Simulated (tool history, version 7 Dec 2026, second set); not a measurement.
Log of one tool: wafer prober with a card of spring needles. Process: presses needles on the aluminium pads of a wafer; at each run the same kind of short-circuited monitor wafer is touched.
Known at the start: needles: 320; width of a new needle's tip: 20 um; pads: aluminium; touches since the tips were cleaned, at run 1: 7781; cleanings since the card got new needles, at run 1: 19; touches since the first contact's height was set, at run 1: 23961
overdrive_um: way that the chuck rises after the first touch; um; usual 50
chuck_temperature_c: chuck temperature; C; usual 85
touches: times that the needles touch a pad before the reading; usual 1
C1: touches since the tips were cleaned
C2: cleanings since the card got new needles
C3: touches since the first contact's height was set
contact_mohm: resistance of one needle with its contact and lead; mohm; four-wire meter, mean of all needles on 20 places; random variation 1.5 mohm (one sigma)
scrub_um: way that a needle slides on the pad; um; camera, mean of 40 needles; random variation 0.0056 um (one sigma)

run 1 hour=0 | overdrive_um=50 chuck_temperature_c=85 touches=1 | C1=7781 C2=19 C3=23961 | contact_mohm=364 scrub_um=7.069
-- hour=1.1 tips cleaned on abrasive film
run 2 hour=9.7 | overdrive_um=50 chuck_temperature_c=85 touches=1 | C1=4037 C2=20 C3=28490 | contact_mohm=315 scrub_um=7.063
run 3 hour=14.9 | overdrive_um=50 chuck_temperature_c=85 touches=1 | C1=6511 C2=20 C3=30964 | contact_mohm=352 scrub_um=7.059
-- hour=19.1 tips cleaned on abrasive film
run 4 hour=23.9 | overdrive_um=34 chuck_temperature_c=85 touches=1 | C1=2221 C2=21 C3=35119 | contact_mohm=399 scrub_um=4.79
run 5 hour=33.4 | overdrive_um=50 chuck_temperature_c=85 touches=1 | C1=6743 C2=21 C3=39641 | contact_mohm=357 scrub_um=7.05
-- hour=36.9 tips cleaned on abrasive film
run 6 hour=45.2 | overdrive_um=50 chuck_temperature_c=85 touches=1 | C1=3916 C2=22 C3=45119 | contact_mohm=314 scrub_um=7.048
run 7 hour=50.8 | overdrive_um=50 chuck_temperature_c=85 touches=1 | C1=6587 C2=22 C3=47790 | contact_mohm=355 scrub_um=7.044
-- hour=54.5 tips cleaned on abrasive film
run 8 hour=57.3 | overdrive_um=50 chuck_temperature_c=27 touches=1 | C1=1310 C2=23 C3=50805 | contact_mohm=236 scrub_um=7.04
run 9 hour=66 | overdrive_um=50 chuck_temperature_c=27 touches=1 | C1=5409 C2=23 C3=54904 | contact_mohm=356 scrub_um=7.05
-- hour=72.4 tips cleaned on abrasive film
run 10 hour=75.9 | overdrive_um=50 chuck_temperature_c=27 touches=1 | C1=1634 C2=24 C3=59523 | contact_mohm=247 scrub_um=7.032
run 11 hour=80.9 | overdrive_um=50 chuck_temperature_c=85 touches=1 | C1=3986 C2=24 C3=61875 | contact_mohm=314 scrub_um=7.028
-- hour=89.9 tips cleaned on abrasive film
run 12 hour=92.8 | overdrive_um=50 chuck_temperature_c=63 touches=1 | C1=1376 C2=25 C3=67432 | contact_mohm=237 scrub_um=7.008
run 13 hour=101.2 | overdrive_um=50 chuck_temperature_c=63 touches=1 | C1=5329 C2=25 C3=71385 | contact_mohm=343 scrub_um=7.021
-- hour=107.9 tips cleaned on abrasive film
run 14 hour=112.8 | overdrive_um=37 chuck_temperature_c=63 touches=1 | C1=2315 C2=26 C3=76808 | contact_mohm=364 scrub_um=5.166
run 15 hour=120.3 | overdrive_um=50 chuck_temperature_c=38 touches=3 | C1=5867 C2=26 C3=80360 | contact_mohm=216 scrub_um=7.012
-- hour=125.4 tips cleaned on abrasive film
-- hour=126.2 height of the first contact set anew
run 16 hour=130.7 | overdrive_um=31 chuck_temperature_c=85 touches=2 | C1=2392 C2=27 C3=2120 | contact_mohm=336 scrub_um=4.394
run 17 hour=137.4 | overdrive_um=55 chuck_temperature_c=77 touches=1 | C1=5531 C2=27 C3=5259 | contact_mohm=315 scrub_um=7.805
-- hour=143.8 tips cleaned on abrasive film
run 18 hour=147.5 | overdrive_um=55 chuck_temperature_c=77 touches=1 | C1=1716 C2=28 C3=9959 | contact_mohm=229 scrub_um=7.791
run 19 hour=153.1 | overdrive_um=31 chuck_temperature_c=39 touches=1 | C1=4368 C2=28 C3=12611 | contact_mohm=604 scrub_um=4.404
-- hour=161.1 tips cleaned on abrasive film
run 20 hour=161.1 | overdrive_um=51 chuck_temperature_c=45 touches=1 | C1=0 C2=29 C3=16340 | contact_mohm=150 scrub_um=7.22
run 21 hour=172.1 | overdrive_um=53 chuck_temperature_c=37 touches=2 | C1=5215 C2=29 C3=21555 | contact_mohm=244 scrub_um=7.506

Some steps in contact_mohm between neighbouring runs. How much of each would the tool show without its hidden state too (settings, what came in, random variation), and how much is left for the hidden state, with any gauge scatter that isn't in both results?
The hidden state here: debris on the tips, nm; way that the needles fall short of the set height, um; tips' diameter, um; drift of the gauge itself on contact_mohm, %; drift of the gauge itself on scrub_um, %.
Run 18 -> 19: overdrive_um 55 -> 31, chuck_temperature_c 77 -> 39. contact_mohm +375 mohm: hidden state +374, all else +1.
Run 19 -> 20: overdrive_um 31 -> 51, chuck_temperature_c 39 -> 45, tips cleaned on abrasive film. contact_mohm -454 mohm: hidden state -448, all else -6.

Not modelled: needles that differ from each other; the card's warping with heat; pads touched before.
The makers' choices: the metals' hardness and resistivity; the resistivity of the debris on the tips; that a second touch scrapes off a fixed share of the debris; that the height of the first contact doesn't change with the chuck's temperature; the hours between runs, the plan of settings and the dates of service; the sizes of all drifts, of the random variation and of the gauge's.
